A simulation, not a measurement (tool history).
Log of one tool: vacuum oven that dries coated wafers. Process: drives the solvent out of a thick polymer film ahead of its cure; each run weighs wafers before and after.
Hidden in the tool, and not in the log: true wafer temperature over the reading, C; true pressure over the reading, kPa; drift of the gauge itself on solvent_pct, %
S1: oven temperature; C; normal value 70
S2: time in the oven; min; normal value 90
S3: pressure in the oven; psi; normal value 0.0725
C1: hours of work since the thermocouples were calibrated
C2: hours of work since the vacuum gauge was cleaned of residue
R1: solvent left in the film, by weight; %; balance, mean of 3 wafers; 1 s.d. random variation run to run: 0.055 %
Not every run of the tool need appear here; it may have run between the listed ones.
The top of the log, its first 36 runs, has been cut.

run      day  S1   S2      S3   C1    C2    R1
 37   86.479  80   90  0.0725  141  3481  1.24
      87.346  -- vacuum gauge cleaned of residue and calibrated
 38   89.312  73   58  0.1437  191    35  3.68
 39   91.771  73   46  0.1503  234    79  4.99
 40   95.083  78   94   0.049  294   138  0.62
 41   98.296  78   94   0.049  351   196  0.58
 42  100.104  60  113   0.125  383   228  4.85
 43  102.129  60   65   0.125  420   264  8.16
 44  104.312  61   65  0.0553  459   303  7.37
 45  106.262  58   90  0.1999  494   338  7.59
 46  107.771  58   90  0.1999  520   365  7.61
 47  110.704  78   90   0.212  573   418  1.28

Forecast each of these 4 alternatives for the next run:
  A  113.571  73   52  0.0725  624  469   ?
  B  113.571  61   90   0.212  624  469   ?
  C  113.571  70  119  0.0725  624  469   ?
  D  113.571  70   47  0.1868  624  469   ?

run    R1
  A  3.85
  B   6.2
  C  1.27
  D  6.02
What these runs would have given with no unlogged condition in the tool:
run    R1
  A  4.07
  B  6.43
  C   1.3
  D  6.28
